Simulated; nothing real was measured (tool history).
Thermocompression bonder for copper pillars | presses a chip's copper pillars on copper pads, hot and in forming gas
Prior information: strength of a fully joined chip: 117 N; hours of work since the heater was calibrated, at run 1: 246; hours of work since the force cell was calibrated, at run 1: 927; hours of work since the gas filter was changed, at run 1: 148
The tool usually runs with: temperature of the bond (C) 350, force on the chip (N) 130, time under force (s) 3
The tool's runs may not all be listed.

run,hour,temperature of the bond (C),force on the chip (N),time under force (s),hours of work since the heater was calibrated,hours of work since the force cell was calibrated,hours of work since the gas filter was changed,force that shears a chip off (N)
1,0,350,130,3,246,927,148,51.2
2,19.2,350,130,3,254,934,155,52
3,29.9,350,130,3,258,939,160,50.6
4,48.1,350,163,3,266,946,167,61.4
5,59.4,350,109,3,270,951,172,43.1
6,72.2,350,109,3,275,956,177,43.1
7,89.8,350,130,3,282,963,184,51.7
8,101.1,350,130,6,287,968,189,64.5
9,116.4,350,153,3,293,974,195,58.9
10,129.2,351,114,8,298,979,200,65.3
11,143.4,351,114,8,304,985,206,65.2
12,162.9,370,101,8,312,993,214,67.1
13,175.1,370,101,8,317,998,218,68.1
14,186.3,340,118,2,322,1002,223,36.5
15,207.9,341,118,2,330,1011,232,37.5
16,226.6,341,118,2,338,1018,239,37.6
17,246.8,341,118,2,346,1027,248,35.9
# hour 256.6: force cell calibrated
18,257.6,341,118,2,350,0,251,37.5

Describe how what the log doesn't record of the tool's condition differs between the last listed run preceding each entry between runs and the first listed run following it.
After run 17, before run 18: force cell calibrated (hour 256.6)
  force that reaches the chip, % of what is set: 99.6 -> 100

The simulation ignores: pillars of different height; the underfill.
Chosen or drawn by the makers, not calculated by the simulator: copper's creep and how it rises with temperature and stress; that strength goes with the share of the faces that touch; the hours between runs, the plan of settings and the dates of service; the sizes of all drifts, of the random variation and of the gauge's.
